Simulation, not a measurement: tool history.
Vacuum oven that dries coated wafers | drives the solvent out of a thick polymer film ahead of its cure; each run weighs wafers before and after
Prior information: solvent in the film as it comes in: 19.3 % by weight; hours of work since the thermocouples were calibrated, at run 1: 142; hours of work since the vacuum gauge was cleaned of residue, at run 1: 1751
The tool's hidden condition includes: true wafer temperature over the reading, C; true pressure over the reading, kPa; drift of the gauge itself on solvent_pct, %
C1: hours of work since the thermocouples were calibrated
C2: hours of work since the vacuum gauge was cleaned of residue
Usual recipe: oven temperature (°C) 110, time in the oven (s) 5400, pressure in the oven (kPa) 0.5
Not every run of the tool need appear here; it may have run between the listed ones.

run 1 day=0 | oven_temperature_(°C)=110 time_in_the_oven_(s)=5400 pressure_in_the_oven_(kPa)=0.5 | C1=142 C2=1751 | solvent_left_in_the_film_(%)=1.08
run 2 day=3.846 | oven_temperature_(°C)=110 time_in_the_oven_(s)=8460 pressure_in_the_oven_(kPa)=0.5 | C1=198 C2=1807 | solvent_left_in_the_film_(%)=0.49
run 3 day=7.733 | oven_temperature_(°C)=110 time_in_the_oven_(s)=5400 pressure_in_the_oven_(kPa)=0.5 | C1=255 C2=1864 | solvent_left_in_the_film_(%)=0.95
run 4 day=11.354 | oven_temperature_(°C)=110 time_in_the_oven_(s)=5400 pressure_in_the_oven_(kPa)=0.5 | C1=307 C2=1916 | solvent_left_in_the_film_(%)=1
run 5 day=15.825 | oven_temperature_(°C)=110 time_in_the_oven_(s)=5400 pressure_in_the_oven_(kPa)=0.787 | C1=372 C2=1981 | solvent_left_in_the_film_(%)=1.21
run 6 day=17.892 | oven_temperature_(°C)=125 time_in_the_oven_(s)=5400 pressure_in_the_oven_(kPa)=0.5 | C1=402 C2=2011 | solvent_left_in_the_film_(%)=0.43
run 7 day=21.421 | oven_temperature_(°C)=125 time_in_the_oven_(s)=5400 pressure_in_the_oven_(kPa)=0.5 | C1=453 C2=2063 | solvent_left_in_the_film_(%)=0.33
run 8 day=23.958 | oven_temperature_(°C)=110 time_in_the_oven_(s)=5400 pressure_in_the_oven_(kPa)=0.5 | C1=490 C2=2099 | solvent_left_in_the_film_(%)=1.08
run 9 day=27.004 | oven_temperature_(°C)=110 time_in_the_oven_(s)=5400 pressure_in_the_oven_(kPa)=0.5 | C1=535 C2=2144 | solvent_left_in_the_film_(%)=1.07
run 10 day=30.171 | oven_temperature_(°C)=109 time_in_the_oven_(s)=5400 pressure_in_the_oven_(kPa)=0.5 | C1=581 C2=2190 | solvent_left_in_the_film_(%)=1.21
run 11 day=32.1 | oven_temperature_(°C)=110 time_in_the_oven_(s)=9060 pressure_in_the_oven_(kPa)=0.734 | C1=609 C2=2218 | solvent_left_in_the_film_(%)=0.6
run 12 day=34.104 | oven_temperature_(°C)=110 time_in_the_oven_(s)=9060 pressure_in_the_oven_(kPa)=0.734 | C1=638 C2=2247 | solvent_left_in_the_film_(%)=0.64
run 13 day=36.312 | oven_temperature_(°C)=107 time_in_the_oven_(s)=5280 pressure_in_the_oven_(kPa)=0.337 | C1=670 C2=2279 | solvent_left_in_the_film_(%)=1.42
run 14 day=38.654 | oven_temperature_(°C)=118 time_in_the_oven_(s)=4920 pressure_in_the_oven_(kPa)=0.326 | C1=704 C2=2313 | solvent_left_in_the_film_(%)=0.52
run 15 day=41.767 | oven_temperature_(°C)=96 time_in_the_oven_(s)=4080 pressure_in_the_oven_(kPa)=0.522 | C1=749 C2=2358 | solvent_left_in_the_film_(%)=5.39
run 16 day=44.875 | oven_temperature_(°C)=96 time_in_the_oven_(s)=3000 pressure_in_the_oven_(kPa)=0.651 | C1=794 C2=2403 | solvent_left_in_the_film_(%)=6.93
run 17 day=47.717 | oven_temperature_(°C)=110 time_in_the_oven_(s)=6900 pressure_in_the_oven_(kPa)=0.5 | C1=835 C2=2445 | solvent_left_in_the_film_(%)=0.71
run 18 day=51.233 | oven_temperature_(°C)=110 time_in_the_oven_(s)=5640 pressure_in_the_oven_(kPa)=1.858 | C1=886 C2=2496 | solvent_left_in_the_film_(%)=1.94
run 19 day=55.433 | oven_temperature_(°C)=125 time_in_the_oven_(s)=4320 pressure_in_the_oven_(kPa)=0.825 | C1=947 C2=2557 | solvent_left_in_the_film_(%)=0.56
run 20 day=59.512 | oven_temperature_(°C)=110 time_in_the_oven_(s)=2700 pressure_in_the_oven_(kPa)=0.445 | C1=1007 C2=2616 | solvent_left_in_the_film_(%)=3.54

4 options for the next run, each taken on its own from the tool as it stands now. Forecast them:
run A day=61.862 | oven_temperature_(°C)=110 time_in_the_oven_(s)=5460 pressure_in_the_oven_(kPa)=0.766 | C1=1041 C2=2650 | solvent_left_in_the_film_(%)=?
run B day=61.862 | oven_temperature_(°C)=106 time_in_the_oven_(s)=5400 pressure_in_the_oven_(kPa)=0.5 | C1=1041 C2=2650 | solvent_left_in_the_film_(%)=?
run C day=61.862 | oven_temperature_(°C)=103 time_in_the_oven_(s)=6240 pressure_in_the_oven_(kPa)=0.372 | C1=1041 C2=2650 | solvent_left_in_the_film_(%)=?
run D day=61.862 | oven_temperature_(°C)=101 time_in_the_oven_(s)=3240 pressure_in_the_oven_(kPa)=0.3 | C1=1041 C2=2650 | solvent_left_in_the_film_(%)=?

run=A solvent_left_in_the_film_(%)=1.23
run=B solvent_left_in_the_film_(%)=1.69
run=C solvent_left_in_the_film_(%)=1.54
run=D solvent_left_in_the_film_(%)=4.87
The same runs, with their run-to-run variation unchanged, on a tool lacking any hidden condition would have given:
run=A solvent_left_in_the_film_(%)=1.21
run=B solvent_left_in_the_film_(%)=1.67
run=C solvent_left_in_the_film_(%)=1.52
run=D solvent_left_in_the_film_(%)=4.85

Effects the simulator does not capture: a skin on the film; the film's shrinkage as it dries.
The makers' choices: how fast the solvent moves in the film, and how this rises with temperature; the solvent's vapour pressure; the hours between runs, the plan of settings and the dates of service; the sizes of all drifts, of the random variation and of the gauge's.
